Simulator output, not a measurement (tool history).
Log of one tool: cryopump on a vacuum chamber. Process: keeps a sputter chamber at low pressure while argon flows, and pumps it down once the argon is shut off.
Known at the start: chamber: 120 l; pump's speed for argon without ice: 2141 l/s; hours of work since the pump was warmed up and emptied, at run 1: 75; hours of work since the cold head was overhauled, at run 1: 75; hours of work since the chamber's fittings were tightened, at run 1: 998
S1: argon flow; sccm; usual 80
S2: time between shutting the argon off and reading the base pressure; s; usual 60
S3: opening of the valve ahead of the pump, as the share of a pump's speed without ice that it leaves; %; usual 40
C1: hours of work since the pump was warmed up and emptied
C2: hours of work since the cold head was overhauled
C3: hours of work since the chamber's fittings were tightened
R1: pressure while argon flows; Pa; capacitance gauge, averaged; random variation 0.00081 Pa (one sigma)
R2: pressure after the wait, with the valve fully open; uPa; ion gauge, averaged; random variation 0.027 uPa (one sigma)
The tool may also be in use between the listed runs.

{"run": 1, "hour": 0.0, "S1": 80, "S2": 60, "S3": 40, "C1": 75, "C2": 75, "C3": 998, "R1": 0.1586, "R2": 1.46}
{"run": 2, "hour": 13.6, "S1": 80, "S2": 60, "S3": 40, "C1": 86, "C2": 86, "C3": 1009, "R1": 0.1586, "R2": 1.5}
{"run": 3, "hour": 42.5, "S1": 80, "S2": 60, "S3": 40, "C1": 109, "C2": 109, "C3": 1032, "R1": 0.1598, "R2": 1.51}
{"run": 4, "hour": 62.9, "S1": 80, "S2": 60, "S3": 40, "C1": 125, "C2": 125, "C3": 1049, "R1": 0.1593, "R2": 1.55}
{"run": 5, "hour": 78.1, "S1": 80, "S2": 60, "S3": 40, "C1": 137, "C2": 137, "C3": 1061, "R1": 0.1615, "R2": 1.48}
{"run": 6, "hour": 92.1, "S1": 80, "S2": 60, "S3": 40, "C1": 149, "C2": 149, "C3": 1072, "R1": 0.159, "R2": 1.51}
{"run": 7, "hour": 122.3, "S1": 80, "S2": 114, "S3": 40, "C1": 173, "C2": 173, "C3": 1096, "R1": 0.1603, "R2": 1}
{"run": 8, "hour": 141.6, "S1": 33, "S2": 60, "S3": 40, "C1": 188, "C2": 188, "C3": 1112, "R1": 0.0666, "R2": 1.53}
{"run": 9, "hour": 161.8, "S1": 75, "S2": 60, "S3": 40, "C1": 204, "C2": 204, "C3": 1128, "R1": 0.1517, "R2": 1.5}
{"run": 10, "hour": 184.4, "S1": 80, "S2": 60, "S3": 40, "C1": 223, "C2": 223, "C3": 1146, "R1": 0.1609, "R2": 1.58}
{"run": 11, "hour": 209.7, "S1": 80, "S2": 60, "S3": 40, "C1": 243, "C2": 243, "C3": 1167, "R1": 0.1612, "R2": 1.51}
{"run": 12, "hour": 233.1, "S1": 80, "S2": 60, "S3": 40, "C1": 262, "C2": 262, "C3": 1185, "R1": 0.1638, "R2": 1.58}
{"run": 13, "hour": 250.2, "S1": 80, "S2": 60, "S3": 40, "C1": 275, "C2": 275, "C3": 1199, "R1": 0.1604, "R2": 1.53}
{"run": 14, "hour": 263.7, "S1": 80, "S2": 60, "S3": 40, "C1": 286, "C2": 286, "C3": 1210, "R1": 0.1611, "R2": 1.59}
{"run": 15, "hour": 281.6, "S1": 80, "S2": 60, "S3": 40, "C1": 301, "C2": 301, "C3": 1224, "R1": 0.1623, "R2": 1.52}
{"run": 16, "hour": 295.8, "S1": 80, "S2": 60, "S3": 40, "C1": 312, "C2": 312, "C3": 1236, "R1": 0.163, "R2": 1.54}
{"run": 17, "hour": 309.3, "S1": 39, "S2": 63, "S3": 19, "C1": 323, "C2": 323, "C3": 1247, "R1": 0.1641, "R2": 1.59}
{"run": 18, "hour": 330.1, "S1": 63, "S2": 72, "S3": 19, "C1": 340, "C2": 340, "C3": 1263, "R1": 0.2658, "R2": 1.42}
{"run": 19, "hour": 346.7, "S1": 54, "S2": 40, "S3": 19, "C1": 353, "C2": 353, "C3": 1277, "R1": 0.2272, "R2": 2.1}
{"run": 20, "hour": 361.3, "S1": 80, "S2": 144, "S3": 20, "C1": 365, "C2": 365, "C3": 1288, "R1": 0.3202, "R2": 1.01}
{"run": 21, "hour": 388.5, "S1": 80, "S2": 144, "S3": 20, "C1": 386, "C2": 386, "C3": 1310, "R1": 0.3216, "R2": 0.99}
{"run": 22, "hour": 406.7, "S1": 80, "S2": 144, "S3": 20, "C1": 401, "C2": 401, "C3": 1325, "R1": 0.322, "R2": 1.04}
{"run": 23, "hour": 427.3, "S1": 145, "S2": 60, "S3": 40, "C1": 418, "C2": 418, "C3": 1341, "R1": 0.2978, "R2": 1.6}
{"run": 24, "hour": 441.7, "S1": 144, "S2": 60, "S3": 46, "C1": 429, "C2": 429, "C3": 1353, "R1": 0.2613, "R2": 1.62}
{"run": 25, "hour": 464.2, "S1": 144, "S2": 60, "S3": 46, "C1": 447, "C2": 447, "C3": 1371, "R1": 0.2585, "R2": 1.64}
{"run": 26, "hour": 493.8, "S1": 80, "S2": 106, "S3": 40, "C1": 471, "C2": 471, "C3": 1395, "R1": 0.1667, "R2": 1.17}
{"run": 27, "hour": 515.4, "S1": 117, "S2": 106, "S3": 40, "C1": 488, "C2": 488, "C3": 1412, "R1": 0.2422, "R2": 1.17}
{"run": 28, "hour": 539.8, "S1": 80, "S2": 31, "S3": 56, "C1": 508, "C2": 508, "C3": 1432, "R1": 0.1211, "R2": 2.61}
{"run": 29, "hour": 571.2, "S1": 80, "S2": 31, "S3": 52, "C1": 533, "C2": 533, "C3": 1457, "R1": 0.1297, "R2": 2.68}
{"run": 30, "hour": 593.4, "S1": 80, "S2": 222, "S3": 40, "C1": 551, "C2": 551, "C3": 1475, "R1": 0.1671, "R2": 0.93}

5 ways to go on from here, each from the tool as it stands after run 30. What would each give?
{"run": "A", "hour": 608.0, "S1": 104, "S2": 142, "S3": 47, "C1": 563, "C2": 563, "C3": 1486, "R1": "?", "R2": "?"}
{"run": "B", "hour": 608.0, "S1": 51, "S2": 222, "S3": 27, "C1": 563, "C2": 563, "C3": 1486, "R1": "?", "R2": "?"}
{"run": "C", "hour": 608.0, "S1": 80, "S2": 39, "S3": 28, "C1": 563, "C2": 563, "C3": 1486, "R1": "?", "R2": "?"}
{"run": "D", "hour": 608.0, "S1": 33, "S2": 60, "S3": 32, "C1": 563, "C2": 563, "C3": 1486, "R1": "?", "R2": "?"}
{"run": "E", "hour": 608.0, "S1": 80, "S2": 43, "S3": 46, "C1": 563, "C2": 563, "C3": 1486, "R1": "?", "R2": "?"}

run=A R1=0.1859 R2=1.08
run=B R1=0.1554 R2=0.98
run=C R1=0.236 R2=2.23
run=D R1=0.0843 R2=1.75
run=E R1=0.147 R2=2.12
Without the tool's hidden state the same runs would have given:
run=A R1=0.1737 R2=0.57
run=B R1=0.1495 R2=0.46
run=C R1=0.2266 R2=1.72
run=D R1=0.0805 R2=1.23
run=E R1=0.1376 R2=1.6

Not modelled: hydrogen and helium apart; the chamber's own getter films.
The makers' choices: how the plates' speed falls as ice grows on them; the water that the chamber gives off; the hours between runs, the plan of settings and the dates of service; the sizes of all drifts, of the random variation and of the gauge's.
